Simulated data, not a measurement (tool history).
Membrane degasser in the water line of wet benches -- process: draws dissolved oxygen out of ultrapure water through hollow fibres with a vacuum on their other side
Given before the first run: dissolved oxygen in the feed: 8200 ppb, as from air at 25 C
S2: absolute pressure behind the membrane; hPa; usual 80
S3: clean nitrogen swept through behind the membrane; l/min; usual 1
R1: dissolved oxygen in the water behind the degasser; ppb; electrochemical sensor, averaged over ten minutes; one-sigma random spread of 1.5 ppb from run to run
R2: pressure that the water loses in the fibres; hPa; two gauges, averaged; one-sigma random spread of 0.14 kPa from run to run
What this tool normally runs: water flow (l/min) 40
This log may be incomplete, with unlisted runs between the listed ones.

Run 1, day 0: usual settings. Result: R1 403.9 ppb, R2 267 hPa.
Run 2, day 3.838: usual settings. Result: R1 408 ppb, R2 268.3 hPa.
Run 3, day 7.9: usual settings. Result: R1 405.9 ppb, R2 267.4 hPa.
Run 4, day 14.838: usual settings. Result: R1 406.5 ppb, R2 268.5 hPa.
Run 5, day 19.808: usual settings. Result: R1 406.1 ppb, R2 269.4 hPa.
Run 6, day 24.804: usual settings. Result: R1 410 ppb, R2 269.8 hPa.
Run 7, day 30.938: usual settings but S3 0.42 l/min. Result: R1 720.7 ppb, R2 270.1 hPa.
Run 8, day 38.354: usual settings but S3 0.42 l/min. Result: R1 723.1 ppb, R2 269.1 hPa.
Run 9, day 43.396: usual settings. Result: R1 408.3 ppb, R2 265.9 hPa.
Run 10, day 49.512: usual settings but S2 58.9 hPa. Result: R1 249.4 ppb, R2 265.7 hPa.
Run 11, day 55.471: usual settings. Result: R1 409.8 ppb, R2 271.6 hPa.
Run 12, day 60.258: usual settings. Result: R1 408 ppb, R2 268.3 hPa.
Run 13, day 67.758: usual settings. Result: R1 410.4 ppb, R2 266.7 hPa.
At day 68.558: vacuum gauge calibrated.
Run 14, day 74.096: usual settings. Result: R1 409.7 ppb, R2 269.6 hPa.
Run 15, day 82.204: usual settings but S3 0.55 l/min. Result: R1 616.7 ppb, R2 270.7 hPa.
Run 16, day 86.762: usual settings but S3 0.55 l/min. Result: R1 613.4 ppb, R2 269.6 hPa.
At day 91.742: vacuum gauge calibrated, once more.
Run 17, day 93.496: usual settings. Result: R1 399.7 ppb, R2 269.6 hPa.
Run 18, day 97.133: usual settings but water flow (l/min) 53, S2 91.5 hPa, S3 1.61 l/min. Result: R1 449.3 ppb, R2 354.5 hPa.
Run 19, day 104.633: usual settings but water flow (l/min) 27, S3 2.45 l/min. Result: R1 135 ppb, R2 181.9 hPa.
Run 20, day 113.354: usual settings but water flow (l/min) 27, S3 2.45 l/min. Result: R1 135.1 ppb, R2 182.2 hPa.
Run 21, day 117.071: usual settings but water flow (l/min) 61, S2 111.4 hPa, S3 2.74 l/min. Result: R1 450.8 ppb, R2 410.3 hPa.
Run 22, day 123.279: usual settings but water flow (l/min) 41, S2 175.8 hPa, S3 0.45 l/min. Result: R1 1797.1 ppb, R2 275.7 hPa.
Run 23, day 132.179: usual settings but water flow (l/min) 26, S2 94.6 hPa, S3 0.7 l/min. Result: R1 465.8 ppb, R2 175.3 hPa.
Run 24, day 136.762: usual settings but water flow (l/min) 49, S2 195 hPa, S3 1.9 l/min. Result: R1 882.6 ppb, R2 330.5 hPa.
Run 25, day 140.988: usual settings but water flow (l/min) 42, S2 94.8 hPa, S3 1.9 l/min. Result: R1 332.6 ppb, R2 282.4 hPa.
Run 26, day 146.408: usual settings but S2 139.8 hPa, S3 0.46 l/min. Result: R1 1366.3 ppb, R2 270.5 hPa.
Run 27, day 150.479: usual settings but water flow (l/min) 62, S2 172 hPa, S3 0.43 l/min. Result: R1 2254.3 ppb, R2 419.1 hPa.
Run 28, day 155.254: usual settings but water flow (l/min) 62, S2 172 hPa, S3 0.43 l/min. Result: R1 2279 ppb, R2 417.9 hPa.

Expected results for the next run?
Run 29, day 159.083: usual settings but water flow (l/min) 62, S2 172 hPa, S3 0.43 l/min. Result: R1 ?, R2 ?.

R1: 2266.2 ppb
R2: 418.2 hPa
If the tool had no hidden condition, the same run with the same run-to-run variation would have returned R1 2263.2 ppb, R2 409.3 hPa.

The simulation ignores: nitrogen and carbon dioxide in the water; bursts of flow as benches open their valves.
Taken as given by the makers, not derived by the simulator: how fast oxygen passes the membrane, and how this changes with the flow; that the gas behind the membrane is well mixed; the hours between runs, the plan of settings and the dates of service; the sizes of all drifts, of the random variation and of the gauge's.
